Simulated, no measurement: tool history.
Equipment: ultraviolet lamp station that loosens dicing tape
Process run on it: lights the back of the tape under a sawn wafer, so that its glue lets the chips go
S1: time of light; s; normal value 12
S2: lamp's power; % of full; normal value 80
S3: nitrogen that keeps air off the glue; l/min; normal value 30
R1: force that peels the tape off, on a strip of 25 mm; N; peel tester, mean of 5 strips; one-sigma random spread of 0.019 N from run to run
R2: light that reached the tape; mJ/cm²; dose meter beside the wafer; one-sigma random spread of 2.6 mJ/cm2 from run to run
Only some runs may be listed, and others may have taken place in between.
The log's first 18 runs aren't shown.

run 19 day=7.033 | S1=12 S2=97 S3=30 | R1=0.757 R2=369
run 20 day=7.325 | S1=12 S2=97 S3=30 | R1=0.795 R2=367
run 21 day=7.812 | S1=12 S2=97 S3=30 | R1=0.796 R2=363
-- day=8.088 window cleaned of glue's vapour
run 22 day=8.292 | S1=12 S2=97 S3=30 | R1=0.717 R2=382
run 23 day=8.833 | S1=12 S2=96 S3=14 | R1=1.017 R2=376
run 24 day=9.308 | S1=12 S2=96 S3=14 | R1=1.064 R2=370
run 25 day=9.788 | S1=9 S2=80 S3=39 | R1=1.776 R2=236
run 26 day=10.288 | S1=12 S2=76 S3=14 | R1=1.614 R2=293
run 27 day=10.671 | S1=12 S2=80 S3=24 | R1=1.235 R2=304
run 28 day=11.183 | S1=12 S2=80 S3=24 | R1=1.216 R2=310
run 29 day=11.454 | S1=8 S2=80 S3=24 | R1=2.359 R2=206
run 30 day=11.867 | S1=12 S2=65 S3=30 | R1=1.704 R2=248
run 31 day=12.304 | S1=12 S2=76 S3=30 | R1=1.319 R2=292
run 32 day=12.571 | S1=13 S2=85 S3=30 | R1=0.869 R2=350
run 33 day=12.800 | S1=12 S2=80 S3=55 | R1=0.971 R2=305
run 34 day=13.096 | S1=24 S2=80 S3=47 | R1=0.193 R2=604
run 35 day=13.629 | S1=9 S2=99 S3=11 | R1=1.909 R2=275
run 36 day=13.950 | S1=9 S2=99 S3=11 | R1=1.950 R2=277
run 37 day=14.312 | S1=19 S2=73 S3=19 | R1=0.664 R2=440
run 38 day=14.667 | S1=16 S2=71 S3=11 | R1=1.279 R2=352
run 39 day=14.888 | S1=15 S2=67 S3=11 | R1=1.625 R2=308
run 40 day=15.112 | S1=12 S2=65 S3=41 | R1=1.596 R2=244
run 41 day=15.450 | S1=12 S2=65 S3=41 | R1=1.558 R2=238
run 42 day=15.883 | S1=16 S2=80 S3=30 | R1=0.660 R2=394
run 43 day=16.362 | S1=16 S2=80 S3=30 | R1=0.679 R2=399

Below are 4 alternative next runs, each starting from the tool's condition after run 43. Predict each:
run A day=16.842 | S1=13 S2=87 S3=51 | R1=? R2=?
run B day=16.842 | S1=16 S2=68 S3=55 | R1=? R2=?
run C day=16.842 | S1=16 S2=80 S3=26 | R1=? R2=?
run D day=16.842 | S1=11 S2=81 S3=11 | R1=? R2=?

run=A R1=0.734 R2=349
run=B R1=0.817 R2=331
run=C R1=0.702 R2=394
run=D R1=2.054 R2=273
Without the tool's hidden state the same runs would have given:
run=A R1=0.530 R2=400
run=B R1=0.591 R2=380
run=C R1=0.504 R2=451
run=D R1=1.652 R2=313

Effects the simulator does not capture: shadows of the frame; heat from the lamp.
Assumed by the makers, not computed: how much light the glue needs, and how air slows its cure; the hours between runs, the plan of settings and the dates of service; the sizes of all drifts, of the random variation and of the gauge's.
